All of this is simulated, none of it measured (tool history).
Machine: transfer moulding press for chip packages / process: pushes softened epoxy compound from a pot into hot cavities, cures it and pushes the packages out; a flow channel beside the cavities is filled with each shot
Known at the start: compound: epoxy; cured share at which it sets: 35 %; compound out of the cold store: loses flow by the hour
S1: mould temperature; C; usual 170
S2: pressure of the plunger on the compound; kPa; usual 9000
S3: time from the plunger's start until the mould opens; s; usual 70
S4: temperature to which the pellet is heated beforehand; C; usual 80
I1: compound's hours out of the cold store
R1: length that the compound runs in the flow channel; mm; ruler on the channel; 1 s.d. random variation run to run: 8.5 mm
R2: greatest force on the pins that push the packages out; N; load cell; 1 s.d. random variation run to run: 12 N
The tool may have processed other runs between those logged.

run	day	S1	S2	S3	S4	I1	R1	R2
1	0.000	170	9000	70	80	32.6	935	934
# day 0.338: cavities cleaned with cleaning compound and waxed
2	0.946	170	9000	70	80	44.7	911	1223
3	1.533	170	9000	70	80	47.5	903	1204
# day 1.925: cavities cleaned with cleaning compound and waxed
# day 2.746: cavities cleaned with cleaning compound and waxed, once more
4	2.746	170	9000	81	80	11.5	963	444
5	3.412	170	9000	81	80	33.2	914	645
# day 4.333: cavities cleaned with cleaning compound and waxed
6	4.333	170	9000	81	80	35.2	895	426
7	5.350	170	9000	81	80	25.5	912	718
# day 5.958: cavities cleaned with cleaning compound and waxed
8	6.367	170	9000	81	80	18.4	941	573
9	7.188	170	9000	97	80	19.9	937	634
# day 7.554: cavities cleaned with cleaning compound and waxed
# day 7.938: plunger's sealing rings changed
10	8.571	170	9000	70	80	11.4	1008	921
11	9.146	170	9000	70	84	46.7	906	1005
# day 9.258: cavities cleaned with cleaning compound and waxed
12	10.262	170	9000	70	84	21.2	980	933
# day 10.838: cavities cleaned with cleaning compound and waxed
13	10.975	170	9650	70	80	39.4	958	608
14	12.108	170	9650	70	80	18.2	1003	991

What will run 15 give?
# day 12.417: cavities cleaned with cleaning compound and waxed
15	13.008	170	9650	70	80	32.4	?	?

For run 15 the tool returned R1 967 mm, R2 791 N.
Take away the tool's hidden state, keep the run-to-run variation as it was, and the same run would have given R1 1001 mm, R2 531 N.

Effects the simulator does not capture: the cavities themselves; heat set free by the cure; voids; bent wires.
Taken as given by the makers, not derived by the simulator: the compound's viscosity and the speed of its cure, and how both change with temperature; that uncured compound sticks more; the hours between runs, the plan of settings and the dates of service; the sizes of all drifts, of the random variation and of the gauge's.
